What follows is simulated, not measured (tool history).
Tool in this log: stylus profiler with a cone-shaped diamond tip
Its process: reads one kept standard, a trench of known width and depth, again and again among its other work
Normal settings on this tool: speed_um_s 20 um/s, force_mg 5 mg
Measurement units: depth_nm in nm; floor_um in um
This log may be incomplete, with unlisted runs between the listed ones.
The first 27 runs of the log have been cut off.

Run 28, day 87.488: usual settings but speed_um_s 6 um/s, force_mg 11.68 mg. Result: depth_nm 101.92 nm, floor_um 28.29 um.
Run 29, day 91.35: usual settings but force_mg 2.69 mg. Result: depth_nm 100.63 nm, floor_um 28.17 um.
Run 30, day 94.933: usual settings but speed_um_s 38 um/s, force_mg 5.98 mg. Result: depth_nm 101.2 nm, floor_um 28.1 um.
Run 31, day 98.575: usual settings but speed_um_s 7 um/s, force_mg 7.61 mg. Result: depth_nm 101.42 nm, floor_um 28.18 um.
Run 32, day 101.667: usual settings but speed_um_s 34 um/s, force_mg 12.82 mg. Result: depth_nm 102.05 nm, floor_um 28.16 um.
Run 33, day 106.246: usual settings but speed_um_s 58 um/s, force_mg 10.74 mg. Result: depth_nm 101.79 nm, floor_um 28.02 um.
Run 34, day 109.375: usual settings but speed_um_s 61 um/s, force_mg 3.38 mg. Result: depth_nm 100.75 nm, floor_um 27.91 um.
Run 35, day 114.108: usual settings but speed_um_s 30 um/s, force_mg 12.35 mg. Result: depth_nm 101.96 nm, floor_um 28.08 um.
Run 36, day 116.912: usual settings but speed_um_s 11 um/s, force_mg 2.46 mg. Result: depth_nm 100.54 nm, floor_um 28.18 um.
Run 37, day 119.521: usual settings but speed_um_s 11 um/s, force_mg 2.46 mg. Result: depth_nm 100.55 nm, floor_um 28.11 um.
Run 38, day 122.592: usual settings but speed_um_s 47 um/s, force_mg 4.47 mg. Result: depth_nm 100.84 nm, floor_um 27.92 um.
Run 39, day 126.608: usual settings but speed_um_s 40 um/s, force_mg 5.37 mg. Result: depth_nm 101.01 nm, floor_um 27.94 um.
Run 40, day 129.038: usual settings but speed_um_s 40 um/s, force_mg 2.25 mg. Result: depth_nm 100.4 nm, floor_um 27.89 um.
Run 41, day 131.979: usual settings but speed_um_s 40 um/s, force_mg 2.25 mg. Result: depth_nm 100.4 nm, floor_um 27.89 um.
Run 42, day 135.417: usual settings but speed_um_s 26 um/s, force_mg 4.24 mg. Result: depth_nm 100.78 nm, floor_um 27.99 um.
Run 43, day 138.896: usual settings but speed_um_s 26 um/s, force_mg 4.24 mg. Result: depth_nm 100.7 nm, floor_um 27.93 um.
Run 44, day 141.488: usual settings but force_mg 10.21 mg. Result: depth_nm 101.46 nm, floor_um 28.07 um.
Run 45, day 145.242: usual settings but force_mg 10.21 mg. Result: depth_nm 101.49 nm, floor_um 28 um.

Estimate the outcome of run 46 from the log above:
At day 147.142: new tip fitted, height scale calibrated.
Run 46, day 149.696: usual settings but speed_um_s 5 um/s, force_mg 2.15 mg. Result: depth_nm ?, floor_um ?.

depth_nm: 100.65 nm
floor_um: 28.7 um
On a tool with no hidden condition, and with the same random variation, this run would have come out at depth_nm 100.68 nm, floor_um 28.73 um.
